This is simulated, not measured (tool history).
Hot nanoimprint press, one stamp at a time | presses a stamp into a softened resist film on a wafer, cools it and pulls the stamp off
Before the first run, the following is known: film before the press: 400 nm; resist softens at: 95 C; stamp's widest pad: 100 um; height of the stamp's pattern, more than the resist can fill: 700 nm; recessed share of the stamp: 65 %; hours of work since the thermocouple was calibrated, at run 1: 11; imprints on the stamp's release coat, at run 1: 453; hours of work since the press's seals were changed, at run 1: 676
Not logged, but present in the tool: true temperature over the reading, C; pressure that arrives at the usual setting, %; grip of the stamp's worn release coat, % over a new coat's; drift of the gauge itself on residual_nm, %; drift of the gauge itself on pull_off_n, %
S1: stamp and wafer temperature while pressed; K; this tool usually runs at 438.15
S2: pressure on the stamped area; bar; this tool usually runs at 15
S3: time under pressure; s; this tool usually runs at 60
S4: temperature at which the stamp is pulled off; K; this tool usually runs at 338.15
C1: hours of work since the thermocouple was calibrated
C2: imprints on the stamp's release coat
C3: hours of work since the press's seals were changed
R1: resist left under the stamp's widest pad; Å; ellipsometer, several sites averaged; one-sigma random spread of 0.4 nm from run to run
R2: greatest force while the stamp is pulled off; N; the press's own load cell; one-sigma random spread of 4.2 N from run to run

run,hour,S1,S2,S3,S4,C1,C2,C3,R1,R2
1,0,438.15,15,60,338.15,11,453,676,1571,253
2,63.4,438.15,15,60,338.15,40,600,706,1560,267
3,97.5,438.15,15,60,338.15,56,679,722,1557,280
4,133.9,438.15,15,60,338.15,73,763,739,1556,283
5,182,438.15,15,60,338.15,95,874,761,1555,300
# hour 191.6: stamp cleaned and given a new release coat
6,255.2,438.15,15,60,338.15,127,147,792,1545,237
7,283.3,438.15,15,60,338.15,140,212,805,1548,246
8,334.1,438.15,15,60,338.15,163,330,829,1532,251
9,363.7,438.15,15,60,338.15,177,398,843,1525,249
10,416.3,438.15,15,60,338.15,202,520,867,1528,264
11,450.7,438.15,15,60,338.15,218,600,883,1523,269
12,516,438.15,15,58,338.15,248,751,913,1542,277
13,558,438.15,15,58,338.15,267,848,933,1540,294
# hour 575.6: stamp cleaned and given a new release coat
14,595.1,438.15,15,58,338.15,282,45,947,1542,226
15,656.4,438.15,16.8,41,330.15,310,187,976,1681,261
# hour 663.2: plate thermocouple calibrated
16,723.6,442.15,13.2,86,330.15,28,336,1006,1138,280
17,789.8,442.15,13.2,86,330.15,59,489,1037,1130,291
18,828.8,442.15,13.2,86,330.15,77,579,1055,1134,304
19,874.5,444.15,17.8,60,338.15,98,685,1076,1071,282
20,917,443.15,23.1,39,333.15,118,783,1096,1202,307
# hour 923.2: plate thermocouple calibrated, once more
# hour 968: stamp cleaned and given a new release coat
21,986.6,443.15,23.1,39,333.15,27,43,1124,1287,242
22,1036.2,430.15,23.1,39,333.15,50,158,1147,2199,260
23,1079.2,430.15,23.1,39,333.15,70,257,1167,2202,263
24,1120.8,430.15,23.1,39,333.15,89,353,1186,2182,279
25,1173.5,449.15,19.5,39,333.15,114,475,1211,1080,280
26,1201.4,449.15,19.5,39,333.15,126,540,1224,1076,292

What if the next run were any one of these 4? Each begins from the tool's condition after run 26:
A,1259.5,430.15,16.5,31,333.15,153,674,1251,?,?
B,1259.5,438.15,15,96,338.15,153,674,1251,?,?
C,1259.5,442.15,15,60,326.15,153,674,1251,?,?
D,1259.5,449.15,13,34,326.15,153,674,1251,?,?

run,R1,R2
A,2609,302
B,1267,278
C,1314,335
D,1366,331
Without the tool's hidden state the same runs would have given:
run,R1,R2
A,2594,246
B,1256,226
C,1299,272
D,1354,269

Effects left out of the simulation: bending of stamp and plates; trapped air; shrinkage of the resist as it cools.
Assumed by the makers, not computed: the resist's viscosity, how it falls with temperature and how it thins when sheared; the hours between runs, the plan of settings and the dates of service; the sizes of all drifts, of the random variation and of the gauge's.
